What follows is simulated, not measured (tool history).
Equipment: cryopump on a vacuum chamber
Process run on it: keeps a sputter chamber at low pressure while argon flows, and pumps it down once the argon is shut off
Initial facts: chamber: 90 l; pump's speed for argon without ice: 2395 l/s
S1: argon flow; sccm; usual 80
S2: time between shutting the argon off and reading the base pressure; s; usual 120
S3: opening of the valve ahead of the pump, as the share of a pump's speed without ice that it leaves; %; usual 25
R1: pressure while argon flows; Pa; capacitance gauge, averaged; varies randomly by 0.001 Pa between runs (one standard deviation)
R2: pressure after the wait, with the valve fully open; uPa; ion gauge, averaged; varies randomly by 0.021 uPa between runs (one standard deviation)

run 1 hour=0.0 | S1=80 S2=120 S3=25 | R1=0.2433 R2=0.50
run 2 hour=35.3 | S1=80 S2=120 S3=25 | R1=0.2428 R2=0.49
run 3 hour=73.8 | S1=50 S2=120 S3=25 | R1=0.1528 R2=0.52
run 4 hour=104.0 | S1=80 S2=42 S3=25 | R1=0.2460 R2=0.95
run 5 hour=121.7 | S1=80 S2=42 S3=25 | R1=0.2481 R2=0.96
run 6 hour=145.8 | S1=73 S2=42 S3=25 | R1=0.2265 R2=0.95
run 7 hour=172.3 | S1=73 S2=42 S3=25 | R1=0.2277 R2=0.99
-- hour=179.3 pump warmed up, emptied and cooled again
run 8 hour=200.8 | S1=73 S2=42 S3=25 | R1=0.2073 R2=0.87
run 9 hour=225.2 | S1=65 S2=120 S3=25 | R1=0.1844 R2=0.46
run 10 hour=250.3 | S1=77 S2=120 S3=25 | R1=0.2179 R2=0.48
run 11 hour=278.0 | S1=77 S2=120 S3=25 | R1=0.2200 R2=0.49
run 12 hour=306.4 | S1=80 S2=120 S3=25 | R1=0.2291 R2=0.51
run 13 hour=334.6 | S1=80 S2=120 S3=60 | R1=0.0982 R2=0.50
run 14 hour=363.9 | S1=80 S2=120 S3=60 | R1=0.0999 R2=0.56
run 15 hour=384.1 | S1=80 S2=120 S3=60 | R1=0.1006 R2=0.57
run 16 hour=413.0 | S1=80 S2=120 S3=25 | R1=0.2325 R2=0.54
run 17 hour=452.3 | S1=80 S2=120 S3=25 | R1=0.2334 R2=0.57
run 18 hour=484.5 | S1=80 S2=120 S3=25 | R1=0.2337 R2=0.58
run 19 hour=515.0 | S1=80 S2=120 S3=46 | R1=0.1334 R2=0.56
run 20 hour=532.2 | S1=80 S2=120 S3=46 | R1=0.1315 R2=0.59
run 21 hour=561.1 | S1=80 S2=120 S3=41 | R1=0.1491 R2=0.61
run 22 hour=579.6 | S1=80 S2=60 S3=17 | R1=0.3476 R2=0.89
run 23 hour=603.4 | S1=53 S2=57 S3=20 | R1=0.1960 R2=0.88
run 24 hour=625.6 | S1=53 S2=57 S3=20 | R1=0.1954 R2=0.87
run 25 hour=652.5 | S1=53 S2=28 S3=54 | R1=0.0797 R2=1.36
run 26 hour=675.1 | S1=53 S2=46 S3=54 | R1=0.0793 R2=1.05
run 27 hour=696.4 | S1=42 S2=120 S3=20 | R1=0.1572 R2=0.66
run 28 hour=721.5 | S1=42 S2=120 S3=20 | R1=0.1573 R2=0.70
run 29 hour=760.7 | S1=36 S2=120 S3=58 | R1=0.0538 R2=0.68
run 30 hour=783.9 | S1=43 S2=33 S3=50 | R1=0.0717 R2=1.35
run 31 hour=820.8 | S1=43 S2=21 S3=50 | R1=0.0733 R2=1.72
-- hour=845.9 pump warmed up, emptied and cooled again
run 32 hour=863.4 | S1=113 S2=234 S3=48 | R1=0.1667 R2=0.49
run 33 hour=892.7 | S1=113 S2=168 S3=48 | R1=0.1706 R2=0.54
run 34 hour=913.2 | S1=96 S2=110 S3=25 | R1=0.2739 R2=0.67
run 35 hour=936.4 | S1=96 S2=110 S3=25 | R1=0.2744 R2=0.68

How would selected steps in R1 from run to run divide? Give the signed amount a tool lacking its hidden state would still show from settings, what came in and random variation, and the signed amount left for the hidden state, including any gauge scatter that is not in both of the compared results.
Unlogged tool condition in this case: pump's speed, % of a pump's without ice; cold plate's temperature, K; leak into the chamber, uPa l/s; drift of the gauge itself on working_pa, %; drift of the gauge itself on base_upa, %.
Run 3 -> 4: S1 50 -> 80, S2 120 -> 42. R1 +0.0932 Pa: hidden state +0.0086, all else +0.0846.
Run 7 -> 8: pump warmed up, emptied and cooled again. R1 -0.0204 Pa: hidden state -0.0209, all else +0.0005.
Run 15 -> 16: S3 60 -> 25. R1 +0.1319 Pa: hidden state +0.0009, all else +0.1310.
Run 21 -> 22: S2 120 -> 60, S3 41 -> 17. R1 +0.1985 Pa: hidden state +0.0008, all else +0.1977.
Run 22 -> 23: S1 80 -> 53, S2 60 -> 57, S3 17 -> 20. R1 -0.1516 Pa: hidden state -0.0038, all else -0.1478.
Run 31 -> 32: S1 43 -> 113, S2 21 -> 234, S3 50 -> 48, pump warmed up, emptied and cooled again. R1 +0.0934 Pa: hidden state -0.0107, all else +0.1041.
